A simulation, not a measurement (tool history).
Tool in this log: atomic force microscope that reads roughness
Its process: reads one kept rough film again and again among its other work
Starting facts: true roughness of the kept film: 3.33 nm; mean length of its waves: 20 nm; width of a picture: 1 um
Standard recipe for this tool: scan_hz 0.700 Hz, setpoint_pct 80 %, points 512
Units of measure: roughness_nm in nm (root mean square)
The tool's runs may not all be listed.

run	hour	scan_hz	setpoint_pct	points	roughness_nm
1	0.0	0.700	80	512	2.529
2	20.6	0.843	80	512	2.519
3	42.9	0.843	80	512	2.541
4	58.5	0.843	80	512	2.522
5	69.4	0.700	80	496	2.530
6	79.8	0.700	80	496	2.541
7	96.1	0.700	80	565	2.570
8	106.0	0.700	80	565	2.553
9	120.2	0.700	80	565	2.550
10	133.4	0.515	57	565	2.666
11	152.7	0.700	74	512	2.575
12	170.1	0.566	56	775	2.644
13	183.2	2.526	60	419	2.525
14	195.7	0.994	71	958	2.580
15	216.3	0.863	63	512	2.622
# hour 224.1: new tip fitted
16	229.2	0.863	63	512	2.597
17	243.2	3.941	71	941	2.293

Here are 4 independent what-if runs from the current tool condition. What would each one return?
A	253.8	0.884	80	284	?
B	253.8	1.539	71	330	?
C	253.8	1.370	70	586	?
D	253.8	2.631	88	336	?

run	roughness_nm
A	2.470
B	2.478
C	2.534
D	2.072
What these runs would have given with no unlogged condition in the tool:
run	roughness_nm
A	2.471
B	2.479
C	2.535
D	2.073
